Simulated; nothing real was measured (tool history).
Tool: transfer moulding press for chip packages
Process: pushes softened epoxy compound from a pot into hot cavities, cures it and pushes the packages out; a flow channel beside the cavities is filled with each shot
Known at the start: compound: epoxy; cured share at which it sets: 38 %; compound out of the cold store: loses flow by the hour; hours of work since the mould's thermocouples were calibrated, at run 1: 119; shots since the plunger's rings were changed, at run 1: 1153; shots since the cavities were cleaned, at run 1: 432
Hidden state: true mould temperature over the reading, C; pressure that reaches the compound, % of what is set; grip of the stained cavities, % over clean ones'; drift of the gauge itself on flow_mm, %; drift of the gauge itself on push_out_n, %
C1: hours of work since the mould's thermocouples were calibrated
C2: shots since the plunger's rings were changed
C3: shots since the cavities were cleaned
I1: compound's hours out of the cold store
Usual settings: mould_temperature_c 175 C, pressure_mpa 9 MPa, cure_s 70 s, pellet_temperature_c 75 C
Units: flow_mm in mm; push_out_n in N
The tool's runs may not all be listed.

Run 1, hour 0: usual settings; C1 119; C2 1153; C3 432; I1 37.6. Result: flow_mm 688 mm, push_out_n 829 N.
At hour 43.8: cavities cleaned with cleaning compound and waxed.
Run 2, hour 52.3: usual settings but pressure_mpa 7.94 MPa; C1 148; C2 1841; C3 115; I1 35.5. Result: flow_mm 644 mm, push_out_n 585 N.
Run 3, hour 94.3: usual settings but pressure_mpa 7.94 MPa; C1 172; C2 2410; C3 684; I1 45.2. Result: flow_mm 616 mm, push_out_n 939 N.
At hour 116.9: cavities cleaned with cleaning compound and waxed.
Run 4, hour 141.7: usual settings but cure_s 58 s; C1 198; C2 3033; C3 336; I1 25.9. Result: flow_mm 711 mm, push_out_n 1177 N.
Run 5, hour 186: usual settings; C1 224; C2 3633; C3 936; I1 36.5. Result: flow_mm 669 mm, push_out_n 994 N.
At hour 191: cavities cleaned with cleaning compound and waxed.
At hour 216.9: plunger's sealing rings changed.
Run 6, hour 236.3: usual settings; C1 250; C2 263; C3 579; I1 35.7. Result: flow_mm 693 mm, push_out_n 931 N.
At hour 267.6: cavities cleaned with cleaning compound and waxed.
Run 7, hour 282.4: usual settings; C1 276; C2 869; C3 201; I1 30.5. Result: flow_mm 707 mm, push_out_n 728 N.
At hour 288.6: mould's thermocouples calibrated.
Run 8, hour 327.4: usual settings; C1 22; C2 1451; C3 783; I1 47.8. Result: flow_mm 655 mm, push_out_n 938 N.
At hour 346.1: cavities cleaned with cleaning compound and waxed.
Run 9, hour 384.5: usual settings but mould_temperature_c 181 C; C1 54; C2 2205; C3 521; I1 29.8. Result: flow_mm 694 mm, push_out_n 719 N.
At hour 422.8: cavities cleaned with cleaning compound and waxed.
Run 10, hour 430.4: usual settings but pressure_mpa 6.95 MPa, cure_s 58 s, pellet_temperature_c 71 C; C1 79; C2 2806; C3 102; I1 21. Result: flow_mm 642 mm, push_out_n 991 N.
Run 11, hour 489: usual settings but pellet_temperature_c 71 C; C1 113; C2 3601; C3 897; I1 12.5. Result: flow_mm 754 mm, push_out_n 1145 N.
At hour 499: cavities cleaned with cleaning compound and waxed.
At hour 519.9: mould's thermocouples calibrated, once more.
Run 12, hour 519.9: usual settings but mould_temperature_c 173 C, pellet_temperature_c 66 C; C1 0; C2 3972; C3 256; I1 29. Result: flow_mm 691 mm, push_out_n 854 N.
At hour 525.7: plunger's sealing rings changed.
Run 13, hour 556.8: usual settings but pellet_temperature_c 71 C; C1 20; C2 421; C3 722; I1 19.5. Result: flow_mm 754 mm, push_out_n 978 N.

Forecast run 14:
At hour 579.7: cavities cleaned with cleaning compound and waxed.
Run 14, hour 607.8: usual settings but mould_temperature_c 183 C, pressure_mpa 10.93 MPa, cure_s 99 s, pellet_temperature_c 70 C; C1 48; C2 1092; C3 381; I1 26.4. Result: flow_mm ?, push_out_n ?.

{"run 14": {"flow_mm": 779, "push_out_n": 565}}
Without the tool's hidden state the same run would have given flow_mm 788 mm, push_out_n 354 N.
